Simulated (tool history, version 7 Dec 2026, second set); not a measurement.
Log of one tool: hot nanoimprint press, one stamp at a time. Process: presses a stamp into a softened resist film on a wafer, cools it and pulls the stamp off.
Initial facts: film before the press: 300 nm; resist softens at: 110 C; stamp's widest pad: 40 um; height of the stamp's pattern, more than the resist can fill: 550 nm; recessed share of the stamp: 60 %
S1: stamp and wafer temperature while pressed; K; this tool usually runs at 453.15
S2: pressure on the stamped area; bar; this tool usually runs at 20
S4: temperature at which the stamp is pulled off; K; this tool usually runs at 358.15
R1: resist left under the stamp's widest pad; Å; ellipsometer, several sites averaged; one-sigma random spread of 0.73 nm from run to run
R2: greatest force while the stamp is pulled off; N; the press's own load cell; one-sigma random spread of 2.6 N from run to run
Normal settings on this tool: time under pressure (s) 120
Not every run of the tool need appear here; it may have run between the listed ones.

run 1 hour=0 | S1=453.15 S2=20 time_under_pressure_(s)=120 S4=358.15 | R1=1405 R2=119
run 2 hour=16.2 | S1=453.15 S2=20 time_under_pressure_(s)=120 S4=358.15 | R1=1411 R2=122
run 3 hour=41.3 | S1=453.15 S2=20 time_under_pressure_(s)=120 S4=358.15 | R1=1396 R2=125
run 4 hour=70.5 | S1=453.15 S2=20 time_under_pressure_(s)=120 S4=358.15 | R1=1404 R2=126
run 5 hour=92.7 | S1=459.15 S2=20 time_under_pressure_(s)=120 S4=358.15 | R1=1071 R2=132
run 6 hour=112.9 | S1=459.15 S2=20 time_under_pressure_(s)=120 S4=358.15 | R1=1066 R2=135
run 7 hour=148.8 | S1=453.15 S2=20 time_under_pressure_(s)=124 S4=358.15 | R1=1365 R2=136
run 8 hour=181.6 | S1=453.15 S2=20 time_under_pressure_(s)=120 S4=358.15 | R1=1438 R2=139
run 9 hour=197.6 | S1=442.15 S2=20 time_under_pressure_(s)=120 S4=358.15 | R1=2157 R2=140
run 10 hour=216.1 | S1=442.15 S2=20 time_under_pressure_(s)=120 S4=358.15 | R1=2162 R2=147
run 11 hour=253.7 | S1=442.15 S2=20 time_under_pressure_(s)=120 S4=358.15 | R1=2164 R2=154
run 12 hour=286.1 | S1=442.15 S2=20 time_under_pressure_(s)=120 S4=358.15 | R1=2163 R2=146
run 13 hour=309.7 | S1=453.15 S2=27.3 time_under_pressure_(s)=120 S4=358.15 | R1=1260 R2=154
run 14 hour=329.7 | S1=453.15 S2=27.3 time_under_pressure_(s)=120 S4=358.15 | R1=1271 R2=157
run 15 hour=346.2 | S1=448.15 S2=27.3 time_under_pressure_(s)=120 S4=358.15 | R1=1579 R2=159
run 16 hour=362.4 | S1=448.15 S2=27.3 time_under_pressure_(s)=120 S4=358.15 | R1=1582 R2=157
run 17 hour=394.1 | S1=452.15 S2=21.4 time_under_pressure_(s)=71 S4=361.15 | R1=1746 R2=111
run 18 hour=423.8 | S1=457.15 S2=20 time_under_pressure_(s)=104 S4=365.15 | R1=1270 R2=102
run 19 hour=457.9 | S1=457.15 S2=20 time_under_pressure_(s)=166 S4=365.15 | R1=1032 R2=104
run 20 hour=491.8 | S1=461.15 S2=25.2 time_under_pressure_(s)=81 S4=351.15 | R1=1072 R2=151
run 21 hour=514.4 | S1=460.15 S2=25.2 time_under_pressure_(s)=81 S4=362.15 | R1=1124 R2=121
run 22 hour=542.6 | S1=455.15 S2=13.3 time_under_pressure_(s)=222 S4=358.15 | R1=1185 R2=136
run 23 hour=574.4 | S1=461.15 S2=24.2 time_under_pressure_(s)=125 S4=359.15 | R1=901 R2=135
run 24 hour=600.5 | S1=450.15 S2=20 time_under_pressure_(s)=120 S4=358.15 | R1=1593 R2=141
run 25 hour=627.9 | S1=450.15 S2=20 time_under_pressure_(s)=120 S4=350.15 | R1=1585 R2=175
run 26 hour=653.5 | S1=453.15 S2=20 time_under_pressure_(s)=119 S4=358.15 | R1=1421 R2=148
run 27 hour=690 | S1=453.15 S2=27.9 time_under_pressure_(s)=125 S4=358.15 | R1=1235 R2=154
run 28 hour=713.5 | S1=453.15 S2=27.9 time_under_pressure_(s)=125 S4=358.15 | R1=1228 R2=148
run 29 hour=745.8 | S1=453.15 S2=25.3 time_under_pressure_(s)=125 S4=358.15 | R1=1227 R2=154

Not shown: 5 entries that the log had between the listed runs. Between which runs, and how does the tool's hidden state differ before and after?
Run 5 -> run 6: plate thermocouple calibrated (hour 107.8)
  true temperature over the reading, C: 0.45 -> 0.53; pressure that arrives at the usual setting, %: 95.54 -> 95.47; grip of the stamp's worn release coat, % over a new coat's: 9.6 -> 11.1
  measured result minus the result with no hidden state, R1: +0 -> -3 Å; R2: +10 -> +12 N
Run 7 -> run 8: plate thermocouple calibrated, once more (hour 167.6)
  true temperature over the reading, C: 0.57 -> -0.03; pressure that arrives at the usual setting, %: 95.31 -> 95.18; grip of the stamp's worn release coat, % over a new coat's: 14.4 -> 17.2
  measured result minus the result with no hidden state, R1: -8 -> +29 Å; R2: +16 -> +21 N
Run 16 -> run 17: stamp cleaned and given a new release coat (hour 390.3)
  true temperature over the reading, C: 0.17 -> 0.2; pressure that arrives at the usual setting, %: 94.44 -> 94.34; grip of the stamp's worn release coat, % over a new coat's: 34.4 -> 0.3
  measured result minus the result with no hidden state, R1: +35 -> +24 Å; R2: +39 -> +0 N
Run 25 -> run 26: plate thermocouple calibrated (hour 642.8)
  true temperature over the reading, C: 0.48 -> 0.26; pressure that arrives at the usual setting, %: 93.37 -> 93.27; grip of the stamp's worn release coat, % over a new coat's: 21.5 -> 23.6
  measured result minus the result with no hidden state, R1: +8 -> +23 Å; R2: +29 -> +27 N
Run 28 -> run 29: press's hydraulic seals changed and the load cell set to zero (hour 727.5)
  true temperature over the reading, C: 0.33 -> 0.36; pressure that arrives at the usual setting, %: 93.03 -> 99.99; grip of the stamp's worn release coat, % over a new coat's: 29.3 -> 31.6
  measured result minus the result with no hidden state, R1: +35 -> -20 Å; R2: +33 -> +36 N
